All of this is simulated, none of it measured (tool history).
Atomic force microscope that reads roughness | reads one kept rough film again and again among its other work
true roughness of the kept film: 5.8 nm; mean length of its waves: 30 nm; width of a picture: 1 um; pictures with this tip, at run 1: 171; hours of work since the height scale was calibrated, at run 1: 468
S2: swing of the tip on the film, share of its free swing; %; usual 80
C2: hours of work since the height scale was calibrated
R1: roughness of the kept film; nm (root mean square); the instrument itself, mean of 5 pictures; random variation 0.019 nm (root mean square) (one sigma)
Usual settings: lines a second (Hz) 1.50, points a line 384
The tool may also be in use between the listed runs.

{"run": 1, "hour": 0.0, "lines a second (Hz)": 1.5, "S2": 80, "points a line": 384, "pictures with this tip": 171, "C2": 468, "R1": 4.326}
{"run": 2, "hour": 33.7, "lines a second (Hz)": 1.5, "S2": 80, "points a line": 384, "pictures with this tip": 230, "C2": 490, "R1": 4.227}
{"hour": 61.6, "done": "new tip fitted"}
{"run": 3, "hour": 75.4, "lines a second (Hz)": 1.5, "S2": 80, "points a line": 384, "pictures with this tip": 24, "C2": 516, "R1": 4.518}
{"run": 4, "hour": 102.5, "lines a second (Hz)": 1.5, "S2": 80, "points a line": 384, "pictures with this tip": 72, "C2": 533, "R1": 4.442}
{"run": 5, "hour": 141.7, "lines a second (Hz)": 1.5, "S2": 80, "points a line": 384, "pictures with this tip": 140, "C2": 558, "R1": 4.313}
{"run": 6, "hour": 196.2, "lines a second (Hz)": 1.5, "S2": 84, "points a line": 384, "pictures with this tip": 236, "C2": 593, "R1": 4.081}
{"hour": 224.4, "done": "new tip fitted"}
{"run": 7, "hour": 224.4, "lines a second (Hz)": 1.5, "S2": 84, "points a line": 384, "pictures with this tip": 0, "C2": 611, "R1": 4.528}
{"run": 8, "hour": 263.6, "lines a second (Hz)": 1.5, "S2": 76, "points a line": 384, "pictures with this tip": 69, "C2": 636, "R1": 4.593}
{"run": 9, "hour": 314.6, "lines a second (Hz)": 1.5, "S2": 76, "points a line": 384, "pictures with this tip": 158, "C2": 668, "R1": 4.467}
{"run": 10, "hour": 352.8, "lines a second (Hz)": 2.91, "S2": 76, "points a line": 384, "pictures with this tip": 225, "C2": 693, "R1": 4.022}
{"hour": 388.3, "done": "new tip fitted"}
{"run": 11, "hour": 408.2, "lines a second (Hz)": 2.91, "S2": 76, "points a line": 384, "pictures with this tip": 35, "C2": 728, "R1": 4.294}
{"run": 12, "hour": 457.4, "lines a second (Hz)": 2.91, "S2": 76, "points a line": 384, "pictures with this tip": 121, "C2": 759, "R1": 4.17}
{"run": 13, "hour": 486.0, "lines a second (Hz)": 1.5, "S2": 80, "points a line": 384, "pictures with this tip": 171, "C2": 777, "R1": 4.352}
{"run": 14, "hour": 522.1, "lines a second (Hz)": 1.5, "S2": 80, "points a line": 384, "pictures with this tip": 234, "C2": 800, "R1": 4.212}
{"hour": 549.6, "done": "new tip fitted"}
{"run": 15, "hour": 550.2, "lines a second (Hz)": 0.66, "S2": 80, "points a line": 384, "pictures with this tip": 1, "C2": 818, "R1": 4.945}
{"run": 16, "hour": 599.6, "lines a second (Hz)": 0.66, "S2": 80, "points a line": 384, "pictures with this tip": 87, "C2": 849, "R1": 4.793}
{"run": 17, "hour": 631.9, "lines a second (Hz)": 0.59, "S2": 80, "points a line": 384, "pictures with this tip": 144, "C2": 870, "R1": 4.676}
{"run": 18, "hour": 691.8, "lines a second (Hz)": 1.5, "S2": 80, "points a line": 384, "pictures with this tip": 248, "C2": 908, "R1": 4.237}
{"hour": 708.6, "done": "new tip fitted"}
{"run": 19, "hour": 723.7, "lines a second (Hz)": 1.5, "S2": 83, "points a line": 475, "pictures with this tip": 27, "C2": 928, "R1": 4.553}
{"run": 20, "hour": 754.2, "lines a second (Hz)": 1.5, "S2": 83, "points a line": 475, "pictures with this tip": 80, "C2": 948, "R1": 4.496}
{"run": 21, "hour": 800.6, "lines a second (Hz)": 2.8, "S2": 81, "points a line": 798, "pictures with this tip": 161, "C2": 977, "R1": 4.038}
{"run": 22, "hour": 837.0, "lines a second (Hz)": 2.8, "S2": 71, "points a line": 693, "pictures with this tip": 225, "C2": 1001, "R1": 4.26}
{"hour": 869.8, "done": "new tip fitted"}
{"run": 23, "hour": 871.8, "lines a second (Hz)": 1.5, "S2": 65, "points a line": 286, "pictures with this tip": 4, "C2": 1022, "R1": 4.872}
{"run": 24, "hour": 896.7, "lines a second (Hz)": 1.5, "S2": 88, "points a line": 286, "pictures with this tip": 47, "C2": 1038, "R1": 4.32}
{"hour": 925.7, "done": "height scale calibrated on a step standard"}
{"run": 25, "hour": 941.5, "lines a second (Hz)": 1.5, "S2": 88, "points a line": 286, "pictures with this tip": 124, "C2": 10, "R1": 4.086}
{"run": 26, "hour": 996.0, "lines a second (Hz)": 1.5, "S2": 88, "points a line": 286, "pictures with this tip": 220, "C2": 45, "R1": 3.924}
{"hour": 1031.7, "done": "new tip fitted"}
{"run": 27, "hour": 1051.5, "lines a second (Hz)": 1.5, "S2": 88, "points a line": 286, "pictures with this tip": 35, "C2": 80, "R1": 4.281}
{"run": 28, "hour": 1091.5, "lines a second (Hz)": 0.55, "S2": 69, "points a line": 384, "pictures with this tip": 105, "C2": 105, "R1": 4.759}
{"run": 29, "hour": 1118.2, "lines a second (Hz)": 0.58, "S2": 80, "points a line": 384, "pictures with this tip": 152, "C2": 122, "R1": 4.604}
{"run": 30, "hour": 1159.5, "lines a second (Hz)": 3.44, "S2": 71, "points a line": 384, "pictures with this tip": 224, "C2": 149, "R1": 4.059}
{"hour": 1194.5, "done": "new tip fitted"}
{"run": 31, "hour": 1220.4, "lines a second (Hz)": 3.44, "S2": 71, "points a line": 384, "pictures with this tip": 46, "C2": 187, "R1": 4.29}
{"run": 32, "hour": 1257.1, "lines a second (Hz)": 0.95, "S2": 86, "points a line": 548, "pictures with this tip": 110, "C2": 211, "R1": 4.471}
{"run": 33, "hour": 1306.5, "lines a second (Hz)": 0.95, "S2": 86, "points a line": 548, "pictures with this tip": 196, "C2": 242, "R1": 4.307}
{"run": 34, "hour": 1352.1, "lines a second (Hz)": 1.5, "S2": 80, "points a line": 701, "pictures with this tip": 276, "C2": 271, "R1": 4.138}
{"hour": 1357.8, "done": "new tip fitted"}
{"run": 35, "hour": 1402.7, "lines a second (Hz)": 1.5, "S2": 80, "points a line": 701, "pictures with this tip": 79, "C2": 303, "R1": 4.435}

Hidden state at the last listed run before each entry between runs and at the first one after, where it differs:
Between runs 2 and 3: new tip fitted (hour 61.6)
  radius of the tip, nm: 9.4 -> 6.3; height scale over the true one, %: 1.16 -> 1.24
  measured less the result without the state, R1: -0.363 -> -0.071 nm (root mean square)
Between runs 6 and 7: new tip fitted (hour 224.4)
  radius of the tip, nm: 10.2 -> 5.2; height scale over the true one, %: 1.43 -> 1.48
  measured less the result without the state, R1: -0.415 -> +0.045 nm (root mean square)
Between runs 10 and 11: new tip fitted (hour 388.3)
  radius of the tip, nm: 9.4 -> 6; height scale over the true one, %: 1.7 -> 1.79
  measured less the result without the state, R1: -0.326 -> -0.021 nm (root mean square)
Between runs 14 and 15: new tip fitted (hour 549.6)
  radius of the tip, nm: 9.6 -> 5.1; height scale over the true one, %: 1.97 -> 2.01
  measured less the result without the state, R1: -0.346 -> +0.092 nm (root mean square)
Between runs 18 and 19: new tip fitted (hour 708.6)
  radius of the tip, nm: 9.7 -> 5.7; height scale over the true one, %: 2.23 -> 2.28
  measured less the result without the state, R1: -0.349 -> +0.035 nm (root mean square)
Between runs 22 and 23: new tip fitted (hour 869.8)
  radius of the tip, nm: 8.9 -> 6; height scale over the true one, %: 2.47 -> 2.53
  measured less the result without the state, R1: -0.265 -> +0.016 nm (root mean square)
Between runs 24 and 25: height scale calibrated on a step standard (hour 925.7)
  radius of the tip, nm: 6.6 -> 8.2; height scale over the true one, %: 2.58 -> 0.08
  measured less the result without the state, R1: -0.048 -> -0.292 nm (root mean square)
Between runs 26 and 27: new tip fitted (hour 1031.7)
  radius of the tip, nm: 10 -> 5.7; height scale over the true one, %: 0.16 -> 0.26
  measured less the result without the state, R1: -0.434 -> -0.052 nm (root mean square)
Between runs 30 and 31: new tip fitted (hour 1194.5)
  radius of the tip, nm: 9.1 -> 6.3; height scale over the true one, %: 0.44 -> 0.54
  measured less the result without the state, R1: -0.359 -> -0.097 nm (root mean square)
Between runs 34 and 35: new tip fitted (hour 1357.8)
  radius of the tip, nm: 10.6 -> 6.9; height scale over the true one, %: 0.75 -> 0.84
  measured less the result without the state, R1: -0.491 -> -0.151 nm (root mean square)
